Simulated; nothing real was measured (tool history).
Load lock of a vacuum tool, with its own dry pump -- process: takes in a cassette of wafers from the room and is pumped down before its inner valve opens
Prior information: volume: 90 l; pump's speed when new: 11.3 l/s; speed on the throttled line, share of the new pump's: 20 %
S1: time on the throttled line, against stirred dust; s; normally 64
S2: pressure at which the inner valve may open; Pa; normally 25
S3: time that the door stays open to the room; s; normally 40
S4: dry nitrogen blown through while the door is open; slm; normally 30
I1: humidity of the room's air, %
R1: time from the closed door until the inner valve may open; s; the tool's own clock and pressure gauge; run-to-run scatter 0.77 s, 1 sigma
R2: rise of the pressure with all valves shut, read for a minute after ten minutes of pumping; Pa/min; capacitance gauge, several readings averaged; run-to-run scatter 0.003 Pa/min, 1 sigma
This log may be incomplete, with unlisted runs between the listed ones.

Run 1, hour 0.0: usual settings; I1 44.3. Result: R1 122.7 s, R2 0.032 Pa/min.
Run 2, hour 57.9: usual settings; I1 44.0. Result: R1 124.2 s, R2 0.034 Pa/min.
Run 3, hour 149.7: usual settings; I1 44.3. Result: R1 122.4 s, R2 0.032 Pa/min.
Run 4, hour 193.5: usual settings; I1 41.8. Result: R1 123.4 s, R2 0.038 Pa/min.
Run 5, hour 268.4: usual settings; I1 46.5. Result: R1 124.0 s, R2 0.037 Pa/min.
Run 6, hour 367.6: usual settings; I1 46.9. Result: R1 122.7 s, R2 0.040 Pa/min.
Run 7, hour 444.0: usual settings; I1 46.8. Result: R1 123.4 s, R2 0.042 Pa/min.
Run 8, hour 505.5: usual settings but S4 39 slm; I1 43.6. Result: R1 124.2 s, R2 0.040 Pa/min.
Run 9, hour 600.3: usual settings; I1 44.5. Result: R1 122.3 s, R2 0.040 Pa/min.
Run 10, hour 675.8: usual settings but S2 40 Pa; I1 47.4. Result: R1 118.8 s, R2 0.049 Pa/min.
Run 11, hour 766.6: usual settings but S2 19 Pa; I1 48.0. Result: R1 125.0 s, R2 0.042 Pa/min.
Run 12, hour 823.4: usual settings but S2 19 Pa; I1 45.8. Result: R1 125.6 s, R2 0.042 Pa/min.
Run 13, hour 891.1: usual settings but S2 19 Pa, S3 80 s; I1 41.9. Result: R1 125.1 s, R2 0.059 Pa/min.
Run 14, hour 979.7: usual settings but S2 19 Pa, S3 80 s; I1 44.6. Result: R1 127.1 s, R2 0.054 Pa/min.
Run 15, hour 1075.8: usual settings; I1 43.7. Result: R1 122.3 s, R2 0.051 Pa/min.
Run 16, hour 1162.1: usual settings but S2 48 Pa; I1 44.3. Result: R1 117.9 s, R2 0.047 Pa/min.
Run 17, hour 1213.9: usual settings but S3 30 s; I1 45.9. Result: R1 124.8 s, R2 0.046 Pa/min.
Run 18, hour 1307.9: usual settings but S3 30 s; I1 44.1. Result: R1 124.1 s, R2 0.044 Pa/min.
Run 19, hour 1394.8: usual settings but S3 30 s; I1 42.3. Result: R1 124.8 s, R2 0.047 Pa/min.
Run 20, hour 1462.4: usual settings but S3 30 s; I1 46.6. Result: R1 125.2 s, R2 0.053 Pa/min.
Run 21, hour 1555.4: usual settings but S1 96 s, S3 122 s, S4 32 slm; I1 43.0. Result: R1 148.2 s, R2 0.069 Pa/min.
Run 22, hour 1599.7: usual settings but S1 96 s, S3 122 s, S4 32 slm; I1 46.2. Result: R1 150.6 s, R2 0.070 Pa/min.
Run 23, hour 1647.1: usual settings but S1 96 s, S3 122 s, S4 32 slm; I1 48.3. Result: R1 149.0 s, R2 0.070 Pa/min.
Run 24, hour 1738.4: usual settings but S2 24 Pa, S3 123 s, S4 23 slm; I1 47.0. Result: R1 125.0 s, R2 0.077 Pa/min.
Run 25, hour 1831.1: usual settings but S3 46 s; I1 45.3. Result: R1 125.5 s, R2 0.056 Pa/min.
Run 26, hour 1896.9: usual settings but S3 46 s; I1 46.2. Result: R1 125.0 s, R2 0.057 Pa/min.
Run 27, hour 1970.5: usual settings but S1 40 s, S2 22 Pa, S4 12 slm; I1 41.2. Result: R1 106.2 s, R2 0.062 Pa/min.
Run 28, hour 2051.6: usual settings but S1 40 s, S2 22 Pa, S4 12 slm; I1 46.2. Result: R1 106.8 s, R2 0.073 Pa/min.
Run 29, hour 2115.4: usual settings but S1 40 s, S2 22 Pa, S4 12 slm; I1 44.5. Result: R1 105.8 s, R2 0.066 Pa/min.
Run 30, hour 2195.3: usual settings but S1 40 s, S2 22 Pa, S4 12 slm; I1 47.3. Result: R1 107.6 s, R2 0.070 Pa/min.
Run 31, hour 2260.4: usual settings but S1 40 s, S2 22 Pa, S4 12 slm; I1 43.6. Result: R1 106.8 s, R2 0.064 Pa/min.
Run 32, hour 2358.9: usual settings but S2 22 Pa, S3 31 s, S4 14 slm; I1 48.8. Result: R1 126.3 s, R2 0.073 Pa/min.
Run 33, hour 2432.6: usual settings but S2 22 Pa, S3 31 s, S4 14 slm; I1 43.2. Result: R1 125.0 s, R2 0.069 Pa/min.
Run 34, hour 2486.8: usual settings but S1 75 s, S2 22 Pa, S3 83 s, S4 12 slm; I1 45.3. Result: R1 135.5 s, R2 0.093 Pa/min.
Run 35, hour 2566.6: usual settings but S1 75 s, S2 22 Pa, S3 83 s, S4 12 slm; I1 46.3. Result: R1 134.2 s, R2 0.096 Pa/min.
Run 36, hour 2639.9: usual settings but S1 37 s, S3 46 s, S4 4 slm; I1 45.7. Result: R1 104.7 s, R2 0.094 Pa/min.

Forecast each of these 3 alternatives for the next run:
Run A, hour 2736.3: usual settings but S1 87 s, S3 106 s, S4 6 slm; I1 47.7. Result: R1 ?, R2 ?.
Run B, hour 2736.3: usual settings but S1 94 s, S2 26 Pa, S3 46 s, S4 25 slm; I1 45.2. Result: R1 ?, R2 ?.
Run C, hour 2736.3: usual settings but S3 184 s, S4 18 slm; I1 42.3. Result: R1 ?, R2 ?.

run     R1     R2
  A  142.4  0.116
  B  148.1  0.078
  C  125.2  0.105
With no hidden state in the tool, these same runs would have given:
run     R1     R2
  A  135.5  0.074
  B  141.3  0.035
  C  117.5  0.063
